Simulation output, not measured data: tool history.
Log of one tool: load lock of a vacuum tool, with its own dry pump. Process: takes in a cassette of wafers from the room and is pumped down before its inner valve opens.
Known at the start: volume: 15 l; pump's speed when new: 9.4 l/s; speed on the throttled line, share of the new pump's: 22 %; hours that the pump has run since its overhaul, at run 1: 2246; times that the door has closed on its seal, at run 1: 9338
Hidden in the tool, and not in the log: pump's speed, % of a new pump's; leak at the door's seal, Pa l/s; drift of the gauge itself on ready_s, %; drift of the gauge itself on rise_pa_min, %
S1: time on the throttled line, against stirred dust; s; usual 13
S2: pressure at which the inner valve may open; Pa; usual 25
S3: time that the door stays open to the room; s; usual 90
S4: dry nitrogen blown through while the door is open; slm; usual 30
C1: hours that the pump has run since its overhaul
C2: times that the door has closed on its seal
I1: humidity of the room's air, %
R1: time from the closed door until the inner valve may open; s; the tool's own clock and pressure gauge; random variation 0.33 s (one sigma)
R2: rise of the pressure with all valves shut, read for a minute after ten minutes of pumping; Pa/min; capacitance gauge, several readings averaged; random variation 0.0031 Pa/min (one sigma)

{"run": 1, "hour": 0.0, "S1": 13, "S2": 25, "S3": 90, "S4": 30, "C1": 2246, "C2": 9338, "I1": 45, "R1": 23, "R2": 0.061}
{"run": 2, "hour": 522.6, "S1": 13, "S2": 25, "S3": 90, "S4": 30, "C1": 2769, "C2": 10399, "I1": 43.8, "R1": 23.3, "R2": 0.073}
{"run": 3, "hour": 958.8, "S1": 13, "S2": 25, "S3": 90, "S4": 30, "C1": 3205, "C2": 11284, "I1": 44.2, "R1": 23, "R2": 0.069}
{"run": 4, "hour": 1403.0, "S1": 13, "S2": 25, "S3": 90, "S4": 30, "C1": 3649, "C2": 12186, "I1": 46, "R1": 23.9, "R2": 0.067}
{"run": 5, "hour": 1722.8, "S1": 13, "S2": 25, "S3": 238, "S4": 30, "C1": 3969, "C2": 12835, "I1": 47.5, "R1": 23.5, "R2": 0.119}
{"run": 6, "hour": 2164.2, "S1": 13, "S2": 25, "S3": 238, "S4": 30, "C1": 4410, "C2": 13731, "I1": 45.3, "R1": 22.9, "R2": 0.121}
{"run": 7, "hour": 2707.4, "S1": 13, "S2": 25, "S3": 238, "S4": 30, "C1": 4954, "C2": 14834, "I1": 47.9, "R1": 23.2, "R2": 0.126}
{"run": 8, "hour": 3189.4, "S1": 13, "S2": 25, "S3": 147, "S4": 30, "C1": 5436, "C2": 15813, "I1": 44.3, "R1": 23.3, "R2": 0.087}
{"run": 9, "hour": 3530.9, "S1": 11, "S2": 25, "S3": 90, "S4": 30, "C1": 5777, "C2": 16506, "I1": 44.4, "R1": 22, "R2": 0.067}
{"run": 10, "hour": 3812.3, "S1": 11, "S2": 25, "S3": 90, "S4": 30, "C1": 6059, "C2": 17077, "I1": 46.4, "R1": 21.6, "R2": 0.073}
{"run": 11, "hour": 4066.7, "S1": 11, "S2": 25, "S3": 90, "S4": 30, "C1": 6313, "C2": 17594, "I1": 47, "R1": 21.7, "R2": 0.07}
{"run": 12, "hour": 4462.4, "S1": 13, "S2": 25, "S3": 90, "S4": 30, "C1": 6709, "C2": 18397, "I1": 47.8, "R1": 23.9, "R2": 0.07}
{"run": 13, "hour": 4778.2, "S1": 13, "S2": 25, "S3": 90, "S4": 30, "C1": 7024, "C2": 19038, "I1": 42.6, "R1": 23.9, "R2": 0.07}
{"run": 14, "hour": 5078.4, "S1": 13, "S2": 25, "S3": 90, "S4": 10, "C1": 7325, "C2": 19647, "I1": 46.2, "R1": 23.4, "R2": 0.112}
{"run": 15, "hour": 5354.7, "S1": 13, "S2": 25, "S3": 90, "S4": 8, "C1": 7601, "C2": 20208, "I1": 42.8, "R1": 23, "R2": 0.108}
{"run": 16, "hour": 5830.3, "S1": 13, "S2": 25, "S3": 90, "S4": 8, "C1": 8077, "C2": 21174, "I1": 45.1, "R1": 23.3, "R2": 0.115}
{"run": 17, "hour": 6073.3, "S1": 15, "S2": 25, "S3": 90, "S4": 30, "C1": 8319, "C2": 21667, "I1": 41.8, "R1": 25, "R2": 0.064}
{"run": 18, "hour": 6411.3, "S1": 13, "S2": 25, "S3": 90, "S4": 30, "C1": 8658, "C2": 22353, "I1": 48.2, "R1": 24, "R2": 0.073}
{"run": 19, "hour": 6854.9, "S1": 13, "S2": 25, "S3": 90, "S4": 30, "C1": 9101, "C2": 23254, "I1": 47.1, "R1": 23.2, "R2": 0.071}
{"hour": 6946.6, "done": "door's seal changed, seat wiped"}
{"run": 20, "hour": 7145.8, "S1": 13, "S2": 25, "S3": 38, "S4": 30, "C1": 9391, "C2": 404, "I1": 45.4, "R1": 23.2, "R2": 0.043}
{"run": 21, "hour": 7390.3, "S1": 13, "S2": 25, "S3": 38, "S4": 30, "C1": 9635, "C2": 900, "I1": 44.7, "R1": 23.6, "R2": 0.04}
{"run": 22, "hour": 7640.6, "S1": 13, "S2": 25, "S3": 38, "S4": 30, "C1": 9885, "C2": 1409, "I1": 46.8, "R1": 23.6, "R2": 0.044}
{"run": 23, "hour": 7906.7, "S1": 13, "S2": 25, "S3": 38, "S4": 30, "C1": 10151, "C2": 1949, "I1": 43.3, "R1": 23, "R2": 0.04}
{"run": 24, "hour": 8379.9, "S1": 13, "S2": 23, "S3": 90, "S4": 30, "C1": 10625, "C2": 2909, "I1": 43.6, "R1": 23.6, "R2": 0.065}
{"run": 25, "hour": 8632.4, "S1": 17, "S2": 41, "S3": 173, "S4": 18, "C1": 10877, "C2": 3422, "I1": 45, "R1": 26.1, "R2": 0.127}
{"run": 26, "hour": 9089.8, "S1": 7, "S2": 40, "S3": 173, "S4": 18, "C1": 11335, "C2": 4351, "I1": 46.4, "R1": 18.1, "R2": 0.132}
{"run": 27, "hour": 9453.7, "S1": 7, "S2": 25, "S3": 90, "S4": 30, "C1": 11698, "C2": 5089, "I1": 45.6, "R1": 18.6, "R2": 0.067}
{"run": 28, "hour": 9933.5, "S1": 7, "S2": 25, "S3": 90, "S4": 11, "C1": 12178, "C2": 6063, "I1": 48.2, "R1": 19.1, "R2": 0.114}
{"run": 29, "hour": 10321.1, "S1": 22, "S2": 18, "S3": 58, "S4": 24, "C1": 12566, "C2": 6850, "I1": 45.3, "R1": 30.9, "R2": 0.057}
{"run": 30, "hour": 10877.9, "S1": 22, "S2": 18, "S3": 58, "S4": 24, "C1": 13123, "C2": 7981, "I1": 49.9, "R1": 31.4, "R2": 0.067}
{"run": 31, "hour": 11306.5, "S1": 7, "S2": 25, "S3": 46, "S4": 30, "C1": 13551, "C2": 8851, "I1": 45, "R1": 19.1, "R2": 0.051}
{"run": 32, "hour": 11632.8, "S1": 13, "S2": 25, "S3": 90, "S4": 27, "C1": 13878, "C2": 9513, "I1": 42.9, "R1": 23.8, "R2": 0.063}
{"run": 33, "hour": 12026.5, "S1": 15, "S2": 37, "S3": 73, "S4": 41, "C1": 14271, "C2": 10312, "I1": 46.2, "R1": 24.1, "R2": 0.059}
{"run": 34, "hour": 12272.9, "S1": 15, "S2": 25, "S3": 132, "S4": 30, "C1": 14518, "C2": 10813, "I1": 45, "R1": 24.9, "R2": 0.08}
{"run": 35, "hour": 12585.9, "S1": 15, "S2": 25, "S3": 132, "S4": 30, "C1": 14831, "C2": 11448, "I1": 46.9, "R1": 25.6, "R2": 0.086}
{"run": 36, "hour": 12884.3, "S1": 13, "S2": 26, "S3": 184, "S4": 30, "C1": 15129, "C2": 12054, "I1": 44.6, "R1": 23.4, "R2": 0.101}
{"run": 37, "hour": 13119.2, "S1": 12, "S2": 20, "S3": 124, "S4": 6, "C1": 15364, "C2": 12531, "I1": 45.1, "R1": 22.8, "R2": 0.149}

4 ways to go on from here, each from the tool as it stands after run 37. What would each give?
{"run": "A", "hour": 13356.8, "S1": 12, "S2": 19, "S3": 124, "S4": 6, "C1": 15602, "C2": 13013, "I1": 42.5, "R1": "?", "R2": "?"}
{"run": "B", "hour": 13356.8, "S1": 13, "S2": 19, "S3": 171, "S4": 7, "C1": 15602, "C2": 13013, "I1": 42.1, "R1": "?", "R2": "?"}
{"run": "C", "hour": 13356.8, "S1": 12, "S2": 23, "S3": 124, "S4": 6, "C1": 15602, "C2": 13013, "I1": 41.7, "R1": "?", "R2": "?"}
{"run": "D", "hour": 13356.8, "S1": 12, "S2": 20, "S3": 195, "S4": 5, "C1": 15602, "C2": 13013, "I1": 48, "R1": "?", "R2": "?"}

run=A R1=23.1 R2=0.141
run=B R1=23.8 R2=0.168
run=C R1=23 R2=0.141
run=D R1=23.5 R2=0.225
Without the tool's hidden state the same runs would have given:
run=A R1=23.1 R2=0.141
run=B R1=23.8 R2=0.168
run=C R1=22.9 R2=0.141
run=D R1=23.5 R2=0.225
